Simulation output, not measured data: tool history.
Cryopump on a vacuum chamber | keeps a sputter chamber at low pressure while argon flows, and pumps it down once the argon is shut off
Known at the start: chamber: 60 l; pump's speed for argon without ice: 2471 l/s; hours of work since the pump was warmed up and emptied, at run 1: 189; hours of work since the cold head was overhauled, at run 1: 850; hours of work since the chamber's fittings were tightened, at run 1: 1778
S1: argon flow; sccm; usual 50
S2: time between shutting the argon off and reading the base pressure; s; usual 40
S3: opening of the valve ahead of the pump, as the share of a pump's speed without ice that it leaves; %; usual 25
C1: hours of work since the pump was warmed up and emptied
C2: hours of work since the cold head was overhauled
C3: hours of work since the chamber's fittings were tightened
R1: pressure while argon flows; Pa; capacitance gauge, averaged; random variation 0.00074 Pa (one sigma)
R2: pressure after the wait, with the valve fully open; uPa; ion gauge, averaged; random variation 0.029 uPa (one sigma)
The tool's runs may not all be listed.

run	hour	S1	S2	S3	C1	C2	C3	R1	R2
1	0.0	50	40	25	189	850	1778	0.1405	2.01
2	26.4	50	40	25	209	870	1798	0.1402	2.09
3	43.6	50	40	25	222	883	1811	0.1429	2.19
4	67.5	50	40	25	241	902	1830	0.1409	2.12
5	81.2	50	40	43	251	912	1840	0.0858	2.12
6	109.7	50	40	43	273	934	1862	0.0852	2.16
7	124.5	76	40	25	284	946	1873	0.2172	2.10
8	152.8	50	40	28	306	967	1895	0.1298	2.15
9	176.5	50	40	28	324	986	1913	0.1279	2.25
10	191.2	50	40	28	336	997	1925	0.1300	2.30
11	214.0	50	89	25	353	1014	1942	0.1447	1.45
12	229.4	50	89	25	365	1026	1954	0.1438	1.51
13	253.6	50	89	25	384	1045	1973	0.1450	1.49
14	276.0	50	77	25	401	1062	1990	0.1454	1.61
15	294.1	50	40	25	415	1076	2004	0.1447	2.22
16	315.5	50	40	25	431	1092	2020	0.1451	2.29
17	329.8	50	40	25	442	1103	2031	0.1467	2.33
18	356.3	50	40	25	463	1124	2052	0.1479	2.28
19	373.0	61	40	25	475	1137	2064	0.1804	2.34
20	403.8	50	29	18	499	1160	2088	0.2012	2.90
21	417.4	34	40	20	510	1171	2099	0.1230	2.35
22	441.3	34	40	20	528	1189	2117	0.1244	2.33
23	467.8	33	80	21	548	1210	2137	0.1146	1.71
24	486.3	50	44	27	563	1224	2152	0.1382	2.26
25	514.9	28	134	35	584	1246	2174	0.0620	1.49
26	532.4	25	134	36	598	1259	2187	0.0539	1.54
27	552.4	99	40	34	613	1275	2202	0.2264	2.48
28	565.6	50	40	59	623	1285	2212	0.0715	2.43
29	578.8	50	40	59	634	1295	2223	0.0722	2.46
30	605.2	50	40	59	654	1315	2243	0.0731	2.46
# hour 612.6: pump warmed up, emptied and cooled again
31	624.6	32	121	59	9	1326	2254	0.0376	1.30
32	643.1	32	121	59	23	1340	2268	0.0373	1.28
33	665.9	33	22	25	41	1358	2286	0.0906	3.27
34	696.2	50	40	50	64	1381	2309	0.0703	2.16

Forecast each of these 4 alternatives for the next run:
A	718.8	50	40	49	82	1399	2326	?	?
B	718.8	87	54	31	82	1399	2326	?	?
C	718.8	32	99	25	82	1399	2326	?	?
D	718.8	50	47	50	82	1399	2326	?	?

run	R1	R2
A	0.0721	2.27
B	0.1969	1.91
C	0.0898	1.45
D	0.0716	2.02
Without the tool's hidden state the same runs would have given:
run	R1	R2
A	0.0701	1.48
B	0.1933	1.12
C	0.0885	0.67
D	0.0696	1.25
